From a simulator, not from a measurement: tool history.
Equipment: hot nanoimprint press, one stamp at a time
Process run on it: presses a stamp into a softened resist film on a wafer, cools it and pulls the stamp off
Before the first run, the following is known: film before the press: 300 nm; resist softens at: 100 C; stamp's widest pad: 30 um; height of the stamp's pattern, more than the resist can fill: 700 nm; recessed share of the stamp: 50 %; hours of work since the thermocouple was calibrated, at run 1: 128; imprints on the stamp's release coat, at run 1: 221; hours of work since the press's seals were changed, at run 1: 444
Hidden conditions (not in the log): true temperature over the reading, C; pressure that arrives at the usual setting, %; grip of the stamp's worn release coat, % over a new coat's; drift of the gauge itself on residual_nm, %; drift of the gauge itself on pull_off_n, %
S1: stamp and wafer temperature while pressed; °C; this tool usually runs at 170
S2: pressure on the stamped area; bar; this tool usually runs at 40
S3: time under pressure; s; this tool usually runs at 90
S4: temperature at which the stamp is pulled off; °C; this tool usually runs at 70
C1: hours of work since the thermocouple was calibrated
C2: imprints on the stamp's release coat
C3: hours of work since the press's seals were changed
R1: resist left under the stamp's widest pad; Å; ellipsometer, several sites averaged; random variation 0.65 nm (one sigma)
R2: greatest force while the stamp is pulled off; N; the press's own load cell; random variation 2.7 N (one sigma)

run 1 hour=0 | S1=170 S2=40 S3=90 S4=70 | C1=128 C2=221 C3=444 | R1=1627 R2=222
run 2 hour=46.9 | S1=170 S2=40 S3=90 S4=70 | C1=157 C2=436 C3=473 | R1=1636 R2=227
run 3 hour=101 | S1=170 S2=40 S3=90 S4=70 | C1=191 C2=684 C3=507 | R1=1644 R2=235
-- hour=117.1 stamp cleaned and given a new release coat
run 4 hour=205 | S1=170 S2=40 S3=51 S4=70 | C1=252 C2=403 C3=568 | R1=1942 R2=227
run 5 hour=268.6 | S1=170 S2=40 S3=90 S4=70 | C1=292 C2=694 C3=608 | R1=1663 R2=240
-- hour=278.1 plate thermocouple calibrated
-- hour=284.1 stamp cleaned and given a new release coat
run 6 hour=365.5 | S1=170 S2=40 S3=90 S4=55 | C1=51 C2=373 C3=663 | R1=1704 R2=314
run 7 hour=420.6 | S1=170 S2=40 S3=90 S4=55 | C1=85 C2=626 C3=697 | R1=1706 R2=327
-- hour=449.7 stamp cleaned and given a new release coat
run 8 hour=509.7 | S1=170 S2=55.9 S3=90 S4=70 | C1=137 C2=275 C3=749 | R1=1465 R2=230
run 9 hour=597.1 | S1=170 S2=55.9 S3=90 S4=70 | C1=192 C2=675 C3=804 | R1=1474 R2=242
-- hour=608.8 plate thermocouple calibrated, once more
-- hour=614.8 stamp cleaned and given a new release coat
-- hour=641 press's hydraulic seals changed and the load cell set to zero
run 10 hour=669.7 | S1=170 S2=55.9 S3=90 S4=70 | C1=29 C2=214 C3=18 | R1=1355 R2=215
run 11 hour=739.3 | S1=170 S2=55.9 S3=90 S4=70 | C1=73 C2=533 C3=61 | R1=1364 R2=229
-- hour=785.3 stamp cleaned and given a new release coat
run 12 hour=802.4 | S1=170 S2=55.9 S3=90 S4=70 | C1=109 C2=79 C3=97 | R1=1375 R2=216
run 13 hour=882.5 | S1=170 S2=40 S3=47 S4=70 | C1=159 C2=446 C3=147 | R1=1965 R2=224
-- hour=949.3 stamp cleaned and given a new release coat
run 14 hour=959.9 | S1=170 S2=40 S3=47 S4=70 | C1=203 C2=49 C3=192 | R1=1985 R2=220
run 15 hour=1049.1 | S1=170 S2=40 S3=47 S4=70 | C1=259 C2=457 C3=248 | R1=2000 R2=228
-- hour=1105.1 plate thermocouple calibrated
-- hour=1117.3 stamp cleaned and given a new release coat
run 16 hour=1159.1 | S1=170 S2=47.8 S3=88 S4=70 | C1=30 C2=192 C3=311 | R1=1484 R2=221
run 17 hour=1227.7 | S1=170 S2=47.8 S3=88 S4=71 | C1=73 C2=506 C3=354 | R1=1482 R2=220
-- hour=1279.2 stamp cleaned and given a new release coat
run 18 hour=1304.3 | S1=170 S2=47.8 S3=88 S4=71 | C1=117 C2=115 C3=398 | R1=1499 R2=212
run 19 hour=1378.5 | S1=180 S2=47.8 S3=87 S4=67 | C1=163 C2=455 C3=444 | R1=1113 R2=246
-- hour=1445.4 stamp cleaned and given a new release coat
run 20 hour=1478.2 | S1=175 S2=41.4 S3=144 S4=63 | C1=222 C2=151 C3=503 | R1=1184 R2=259
run 21 hour=1526.8 | S1=170 S2=50.2 S3=90 S4=70 | C1=252 C2=373 C3=533 | R1=1478 R2=228
-- hour=1595.9 plate thermocouple calibrated
-- hour=1616.3 stamp cleaned and given a new release coat
run 22 hour=1630.5 | S1=168 S2=51.2 S3=73 S4=72 | C1=18 C2=65 C3=592 | R1=1627 R2=202
run 23 hour=1704.7 | S1=170 S2=40 S3=90 S4=74 | C1=64 C2=405 C3=639 | R1=1622 R2=198
-- hour=1782.6 stamp cleaned and given a new release coat
run 24 hour=1782.6 | S1=170 S2=61.9 S3=104 S4=70 | C1=109 C2=0 C3=684 | R1=1248 R2=214
run 25 hour=1841.1 | S1=170 S2=61.9 S3=104 S4=70 | C1=146 C2=268 C3=720 | R1=1252 R2=222
run 26 hour=1928.9 | S1=161 S2=61.9 S3=104 S4=70 | C1=201 C2=670 C3=775 | R1=1715 R2=230
-- hour=1951.5 stamp cleaned and given a new release coat
run 27 hour=1980 | S1=161 S2=61.9 S3=104 S4=70 | C1=229 C2=131 C3=803 | R1=1728 R2=216
-- hour=2010.9 press's hydraulic seals changed and the load cell set to zero
run 28 hour=2030.3 | S1=181 S2=40 S3=90 S4=57 | C1=255 C2=325 C3=12 | R1=1187 R2=300
run 29 hour=2089 | S1=179 S2=59.4 S3=108 S4=68 | C1=292 C2=594 C3=49 | R1=953 R2=246

3 options for the next run, each taken on its own from the tool as it stands now. Forecast them:
-- hour=2097.5 plate thermocouple calibrated
-- hour=2127.8 stamp cleaned and given a new release coat
run A hour=2169.4 | S1=165 S2=59.4 S3=108 S4=68 | C1=41 C2=191 C3=93 | R1=? R2=?
-- hour=2097.5 plate thermocouple calibrated
-- hour=2127.8 stamp cleaned and given a new release coat
run B hour=2169.4 | S1=179 S2=63.7 S3=108 S4=67 | C1=41 C2=191 C3=93 | R1=? R2=?
-- hour=2097.5 plate thermocouple calibrated
-- hour=2127.8 stamp cleaned and given a new release coat
run C hour=2169.4 | S1=178 S2=40 S3=90 S4=57 | C1=41 C2=191 C3=93 | R1=? R2=?

run=A R1=1448 R2=228
run=B R1=882 R2=234
run=C R1=1261 R2=295
Without the tool's hidden state the same runs would have given:
run=A R1=1444 R2=222
run=B R1=879 R2=228
run=C R1=1259 R2=287

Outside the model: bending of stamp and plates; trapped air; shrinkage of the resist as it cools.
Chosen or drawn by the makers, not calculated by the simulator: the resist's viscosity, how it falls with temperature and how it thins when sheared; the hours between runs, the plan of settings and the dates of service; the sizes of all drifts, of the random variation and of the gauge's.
